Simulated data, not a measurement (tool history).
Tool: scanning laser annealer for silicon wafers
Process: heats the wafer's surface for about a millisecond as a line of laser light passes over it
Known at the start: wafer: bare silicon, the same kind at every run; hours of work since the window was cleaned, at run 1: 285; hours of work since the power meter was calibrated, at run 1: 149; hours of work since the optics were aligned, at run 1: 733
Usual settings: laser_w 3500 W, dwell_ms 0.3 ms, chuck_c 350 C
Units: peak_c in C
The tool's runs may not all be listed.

run     day  laser_w  dwell_ms  chuck_c  hours of work since the window was cleaned  hours of work since the power meter was calibrated  hours of work since the optics were aligned  peak_c
  1       0     3500       0.3      350                                         285                                                 149                                          733    1040
  2   0.246     3500       0.3      350                                         288                                                 153                                          736    1037
  3   0.725     3500       0.3      350                                         295                                                 160                                          743    1037
  4   0.967     3500     0.292      350                                         299                                                 164                                          747    1029
  5   1.296     3500     0.373      350                                         304                                                 169                                          752    1110
  6   1.596     3500     0.373      350                                         309                                                 173                                          756    1103
  7   1.988     3500       0.3      350                                         314                                                 179                                          762    1038
  8   2.417     3500       0.3      350                                         321                                                 185                                          769    1037
  9   2.658     3500     0.279      350                                         324                                                 189                                          772    1014
 10    3.05     3500     0.279      350                                         330                                                 195                                          778    1017
 11   3.425     3500     0.279      350                                         336                                                 201                                          784    1017
 12   3.858     3500     0.279      350                                         342                                                 207                                          790    1012
 13   4.138     3500     0.365      350                                         347                                                 211                                          795    1097
 14   4.517     3500     0.365      350                                         352                                                 217                                          800    1098
 15   5.033     3500     0.365      350                                         360                                                 225                                          808    1098
 16    5.45     3500     0.365      350                                         366                                                 231                                          814    1099
 17   5.908     3500     0.365      350                                         373                                                 238                                          821    1097
 18   6.196     3500     0.365      350                                         377                                                 242                                          825    1093
 19   6.496     3500     0.365      350                                         382                                                 247                                          830    1097
 20   6.796     3500     0.365      350                                         386                                                 251                                          834    1095
 21   7.133     3500     0.365      350                                         392                                                 256                                          839    1096
 22   7.546     3637       0.3      374                                         398                                                 262                                          846    1085
 23   8.012     3637       0.3      374                                         405                                                 269                                          853    1082
 24   8.254     3590       0.3      312                                         408                                                 273                                          856    1007
 25   8.662     3590       0.3      312                                         414                                                 279                                          862    1010
 26   9.167     3140     0.343      335                                         422                                                 287                                          870     978
      9.417  -- optics aligned, line set to its width
 27   9.717     3719     0.365      335                                         427                                                 292                                            4    1124
 28  10.062     3738       0.3      330                                         432                                                 297                                           10    1057
     10.388  -- optics aligned, line set to its width, once more
 29  10.688     3118      0.27      350                                         439                                                 303                                            4     925
 30  11.088     3118      0.27      350                                         445                                                 309                                           10     925
 31  11.525     3118      0.27      350                                         451                                                 316                                           17     922
 32  11.896     3222     0.277      349                                         457                                                 321                                           23     947
 33  12.283     3024       0.3      324                                         462                                                 327                                           28     901
 34  12.521     3532     0.273      374                                         466                                                 331                                           32    1028
 35  12.842     3733     0.238      324                                         471                                                 335                                           37     976

Forecast run 36:
 36  13.204     3733     0.238      324                                         476                                                 341                                           42       ?

Run 36 gave peak_c 976 C.
Without the tool's hidden state the same run would have given peak_c 1011 C.
